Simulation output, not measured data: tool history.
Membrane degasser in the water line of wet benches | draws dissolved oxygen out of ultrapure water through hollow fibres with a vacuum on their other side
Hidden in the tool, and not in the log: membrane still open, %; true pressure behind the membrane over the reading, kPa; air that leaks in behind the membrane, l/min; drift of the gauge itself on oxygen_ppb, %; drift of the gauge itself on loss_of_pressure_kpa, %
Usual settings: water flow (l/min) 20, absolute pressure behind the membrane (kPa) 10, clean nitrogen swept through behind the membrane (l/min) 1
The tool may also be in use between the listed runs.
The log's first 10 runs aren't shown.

run	hour	water flow (l/min)	absolute pressure behind the membrane (kPa)	clean nitrogen swept through behind the membrane (l/min)	hours since the membrane was changed	hours since the vacuum gauge was calibrated	hours since the vacuum lines were made tight	dissolved oxygen in the water behind the degasser (ppb)	pressure that the water loses in the fibres (kPa)
11	415.2	14	10	1	1594	6688	7230	223.6	18.12
12	452.7	14	10	1.52	1631	6725	7267	153.2	18.34
13	505.1	14	10	1.52	1684	6778	7320	153	18.1
14	570.7	14	10	1.52	1749	6843	7385	155	18.3
15	637.3	14	10	1.52	1816	6910	7452	154.1	18.2
16	693.8	14	10	1.52	1873	6966	7509	154.1	18.1
17	729.9	18	22.5	0.7	1909	7003	7545	973.8	23.48
# hour 733.5: vacuum gauge calibrated
18	769.9	18	20.5	1.82	1948	36	7584	404.6	23.17
19	807.3	27	17.5	0.79	1985	74	7622	947.1	35.4
20	866.9	27	17.5	0.79	2045	133	7681	954	35.28

The next listed run, before its measurement:
# hour 912.8: seals of the vacuum lines changed
21	912.8	20	19.9	1	2089	177	0	?	?

dissolved oxygen in the water behind the degasser (ppb): 705.5
pressure that the water loses in the fibres (kPa): 26.35
Without the tool's hidden state the same run would have given dissolved oxygen in the water behind the degasser (ppb) 699.5, pressure that the water loses in the fibres (kPa) 26.09.
